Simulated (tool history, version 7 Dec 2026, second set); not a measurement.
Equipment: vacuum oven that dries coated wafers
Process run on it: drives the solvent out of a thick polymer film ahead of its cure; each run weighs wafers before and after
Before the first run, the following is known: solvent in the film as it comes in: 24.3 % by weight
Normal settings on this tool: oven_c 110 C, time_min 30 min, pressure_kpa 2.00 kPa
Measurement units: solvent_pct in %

run,hour,oven_c,time_min,pressure_kpa,solvent_pct
1,0.0,110,30,2.00,2.33
2,50.0,110,19,2.00,4.14
3,93.7,110,30,2.00,2.31
4,134.9,110,30,2.00,2.32
5,166.3,110,30,3.41,3.28
6,210.3,110,30,3.41,3.28
7,244.5,110,30,3.41,3.39
8,304.1,110,30,7.87,6.33
9,337.7,110,30,2.00,2.42
10,365.8,110,27,1.17,2.21
11,409.5,110,20,2.71,4.48
12,437.2,120,29,3.89,2.10
13,488.7,120,29,3.89,2.11
14,535.2,110,19,4.98,6.12
15,560.8,110,30,7.40,6.07

Consider 4 possible next runs. They are alternatives, not a sequence: every one starts from the tool as it was left by run 15. What does each give?
A,590.9,99,24,4.28,?
B,590.9,124,30,2.00,?
C,590.9,103,17,7.40,?
D,590.9,114,30,6.97,?

run,solvent_pct
A,9.27
B,0.98
C,11.41
D,4.73
Had the tool no hidden state, the same runs would have come out as:
run,solvent_pct
A,8.18
B,0.82
C,10.33
D,4.20
